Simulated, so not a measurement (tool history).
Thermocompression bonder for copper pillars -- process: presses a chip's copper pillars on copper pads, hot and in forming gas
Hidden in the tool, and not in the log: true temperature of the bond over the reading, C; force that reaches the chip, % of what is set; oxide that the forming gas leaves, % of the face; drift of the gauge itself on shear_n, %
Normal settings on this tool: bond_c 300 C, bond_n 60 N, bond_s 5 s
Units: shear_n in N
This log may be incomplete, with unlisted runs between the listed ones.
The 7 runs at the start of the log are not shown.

| run | hour | bond_c | bond_n | bond_s | hours of work since the heater was calibrated | hours of work since the force cell was calibrated | hours of work since the gas filter was changed | shear_n |
|---|---|---|---|---|---|---|---|---|
|  | 215.7 | forming gas filter changed |
| 8 | 236.3 | 300 | 60 | 5 | 292 | 845 | 15 | 101.8 |
| 9 | 265 | 300 | 60 | 5 | 313 | 866 | 36 | 103.1 |
| 10 | 301.1 | 300 | 60 | 5 | 339 | 892 | 62 | 102.7 |
| 11 | 344.6 | 300 | 60 | 5 | 371 | 924 | 94 | 98.3 |
| 12 | 371.6 | 300 | 60 | 5 | 390 | 944 | 114 | 99.5 |
| 13 | 408.6 | 300 | 60 | 5 | 417 | 971 | 141 | 96 |
| 14 | 455.3 | 300 | 60 | 5 | 451 | 1005 | 175 | 93.8 |
| 15 | 484.9 | 300 | 60 | 5 | 473 | 1026 | 196 | 94.6 |
| 16 | 524.2 | 300 | 60 | 5 | 502 | 1055 | 225 | 94.3 |
|  | 530.1 | forming gas filter changed |
| 17 | 570.2 | 300 | 60 | 5 | 535 | 1088 | 29 | 102.6 |
| 18 | 591 | 300 | 60 | 11 | 550 | 1103 | 44 | 121.4 |
| 19 | 619.3 | 300 | 60 | 11 | 571 | 1124 | 65 | 118 |
| 20 | 655.5 | 300 | 60 | 3 | 597 | 1150 | 91 | 85 |
|  | 680.5 | force cell calibrated |
| 21 | 692.2 | 286 | 49 | 12 | 623 | 9 | 117 | 90.6 |
| 22 | 731.4 | 276 | 63 | 4 | 651 | 37 | 146 | 65.2 |

Run 23 comes next. What will it give?
| 23 | 759.2 | 321 | 55 | 5 | 671 | 57 | 166 | ? |

{"run 23": {"shear_n": 108.5}}
Minus the tool's unlogged condition, the same run would have read shear_n 119.3 N.
